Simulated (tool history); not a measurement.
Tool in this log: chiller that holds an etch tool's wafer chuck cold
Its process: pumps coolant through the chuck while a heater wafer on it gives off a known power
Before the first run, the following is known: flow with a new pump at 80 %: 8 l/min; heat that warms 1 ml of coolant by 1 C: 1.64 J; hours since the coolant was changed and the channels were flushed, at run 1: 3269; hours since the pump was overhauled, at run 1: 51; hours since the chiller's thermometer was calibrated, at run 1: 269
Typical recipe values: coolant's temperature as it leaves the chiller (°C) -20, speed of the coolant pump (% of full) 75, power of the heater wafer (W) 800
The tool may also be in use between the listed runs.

run,hour,coolant's temperature as it leaves the chiller (°C),speed of the coolant pump (% of full),power of the heater wafer (W),hours since the coolant was changed and the channels were flushed,hours since the pump was overhauled,hours since the chiller's thermometer was calibrated,chuck's temperature once it has settled (°C),how much warmer the coolant comes back (C)
1,0.0,-20,75,800,3269,51,269,-12.2,3.92
2,53.3,-20,75,800,3322,105,323,-12.3,3.91
3,84.3,-20,75,648,3353,136,354,-13.6,3.16
4,117.8,-20,75,430,3387,169,387,-15.9,2.14
5,163.8,-20,75,546,3433,215,433,-14.9,2.69
6,216.4,-20,75,725,3485,268,486,-13.0,3.61
7,256.0,-20,75,725,3525,307,525,-13.0,3.61
8,308.8,-20,75,800,3578,360,578,-12.2,3.93
9,338.5,-20,75,769,3607,390,608,-12.5,3.73
10,371.8,-20,75,769,3641,423,641,-12.6,3.80
11,417.5,-20,75,800,3686,469,687,-12.1,3.91
12,453.5,-20,75,800,3722,505,723,-12.3,3.97
13,478.5,-20,75,426,3747,530,748,-16.0,2.10
14,505.5,-20,75,426,3774,557,775,-15.7,2.05
15,528.9,-20,75,426,3798,580,798,-15.7,2.08
16,573.1,-20,75,426,3842,624,842,-15.6,2.05
17,599.8,-20,64,826,3869,651,869,-10.8,4.88
18,633.6,-20,75,1080,3903,685,903,-9.4,5.29
19,670.5,-23,77,939,3939,722,940,-14.1,4.47
20,709.4,-23,71,665,3978,761,979,-16.3,3.47
21,733.7,-26,92,890,4003,785,1003,-18.4,3.43
22,762.5,-27,75,1194,4031,814,1032,-15.1,5.88
23,789.8,-27,75,1194,4059,841,1059,-15.2,5.82
24,824.5,-19,86,774,4093,876,1094,-12.1,3.29
25,856.9,-20,67,800,4126,908,1126,-11.4,4.47
26,884.8,-18,67,589,4154,936,1154,-11.7,3.28
27,916.4,-26,81,874,4185,968,1186,-18.0,3.98
28,952.1,-23,73,1027,4221,1003,1221,-12.6,5.17
29,990.2,-23,97,1114,4259,1041,1260,-14.0,4.06
30,1027.1,-15,93,986,4296,1078,1297,-6.7,3.85
31,1066.9,-11,93,487,4336,1118,1336,-6.9,1.85

Here are 4 independent what-if runs from the current tool condition. What would each one return?
A,1100.5,-14,79,465,4369,1152,1370,?,?
B,1100.5,-10,75,800,4369,1152,1370,?,?
C,1100.5,-12,72,1159,4369,1152,1370,?,?
D,1100.5,-20,64,875,4369,1152,1370,?,?

run,chuck's temperature once it has settled (°C),how much warmer the coolant comes back (C)
A,-9.6,2.19
B,-2.1,3.93
C,-0.1,5.95
D,-10.3,5.18
Without the tool's hidden state the same runs would have given:
run,chuck's temperature once it has settled (°C),how much warmer the coolant comes back (C)
A,-9.8,2.19
B,-2.5,3.92
C,-0.8,5.93
D,-10.9,5.16
